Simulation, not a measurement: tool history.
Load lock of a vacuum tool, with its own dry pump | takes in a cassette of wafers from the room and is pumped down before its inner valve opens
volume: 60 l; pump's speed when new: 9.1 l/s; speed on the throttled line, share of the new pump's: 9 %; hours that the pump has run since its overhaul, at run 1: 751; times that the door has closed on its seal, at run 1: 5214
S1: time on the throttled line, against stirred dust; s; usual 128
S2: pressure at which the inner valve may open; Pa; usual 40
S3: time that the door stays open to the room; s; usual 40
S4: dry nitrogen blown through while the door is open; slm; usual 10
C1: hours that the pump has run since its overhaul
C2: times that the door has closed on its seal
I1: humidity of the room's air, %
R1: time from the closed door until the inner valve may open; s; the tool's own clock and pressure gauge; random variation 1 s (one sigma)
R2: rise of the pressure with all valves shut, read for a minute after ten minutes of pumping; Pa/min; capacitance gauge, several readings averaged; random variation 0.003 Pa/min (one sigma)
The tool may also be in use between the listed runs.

run,hour,S1,S2,S3,S4,C1,C2,I1,R1,R2
1,0.0,128,40,40,10,751,5214,44.0,169.1,0.082
2,48.9,128,40,89,10,800,5434,46.6,166.2,0.116
3,148.5,128,40,89,10,900,5883,42.4,167.3,0.113
4,189.3,128,40,89,10,941,6067,44.4,168.1,0.125
5,260.2,128,40,40,25,1012,6387,40.7,168.1,0.083
6,336.0,128,40,40,5,1087,6728,45.4,168.2,0.109
7,407.5,128,40,40,5,1159,7050,42.1,168.9,0.111
8,474.7,77,40,40,10,1226,7353,45.2,121.9,0.111
9,530.4,77,40,40,10,1282,7604,44.2,123.2,0.118
10,611.9,128,55,40,10,1363,7971,45.1,167.5,0.119
11,706.7,128,40,40,10,1458,8399,47.7,169.8,0.127
12,753.9,107,40,40,10,1505,8611,41.2,150.0,0.126
13,798.7,107,57,40,10,1550,8813,46.0,147.2,0.130
14,842.1,131,40,40,10,1594,9009,48.5,171.1,0.140
15,924.6,131,40,40,10,1676,9381,49.0,171.2,0.134
16,996.0,131,40,40,10,1747,9702,46.8,171.7,0.142
17,1053.3,131,40,40,10,1805,9961,40.3,175.2,0.148
18,1100.6,131,40,40,10,1852,10174,43.6,173.3,0.152
19,1155.9,131,40,40,10,1907,10423,46.3,171.9,0.158
20,1232.2,67,62,91,5,1984,10767,43.8,109.5,0.203
21,1331.8,67,62,91,5,2083,11216,48.6,110.7,0.214
22,1429.6,67,62,91,5,2181,11656,41.2,111.1,0.218
23,1482.4,166,62,83,5,2234,11894,44.8,202.6,0.217
24,1553.7,166,62,83,5,2305,12216,44.8,202.2,0.225
25,1595.3,194,50,135,25,2347,12403,40.2,229.4,0.221
26,1687.4,194,50,135,25,2439,12818,45.5,227.6,0.230
27,1746.1,194,50,135,25,2498,13083,43.4,228.1,0.233
28,1827.8,194,50,135,25,2579,13451,42.6,230.5,0.240
29,1890.5,128,30,32,10,2642,13734,44.8,173.9,0.212
30,1949.4,128,39,32,10,2701,13999,48.2,169.5,0.224
31,1993.2,128,39,32,10,2745,14197,45.4,170.1,0.220
32,2081.4,128,39,32,10,2833,14594,42.5,171.4,0.226
33,2161.8,128,39,32,10,2913,14956,45.9,169.3,0.233
34,2258.0,128,52,101,10,3010,15390,44.2,167.1,0.288
35,2328.2,128,40,78,12,3080,15707,45.2,168.3,0.283
36,2384.7,89,36,29,30,3136,15961,44.1,135.4,0.247
37,2471.3,128,29,40,10,3223,16351,41.8,171.6,0.271

4 ways to go on from here, each from the tool as it stands after run 37. What would each give?
A,2559.9,207,40,40,10,3311,16751,44.9,?,?
B,2559.9,168,38,40,10,3311,16751,46.6,?,?
C,2559.9,169,40,40,12,3311,16751,42.2,?,?
D,2559.9,103,43,40,8,3311,16751,47.5,?,?

run,R1,R2
A,243.0,0.280
B,203.6,0.280
C,207.3,0.283
D,146.9,0.286
Without the tool's hidden state the same runs would have given:
run,R1,R2
A,242.3,0.036
B,202.8,0.039
C,206.5,0.038
D,146.0,0.042
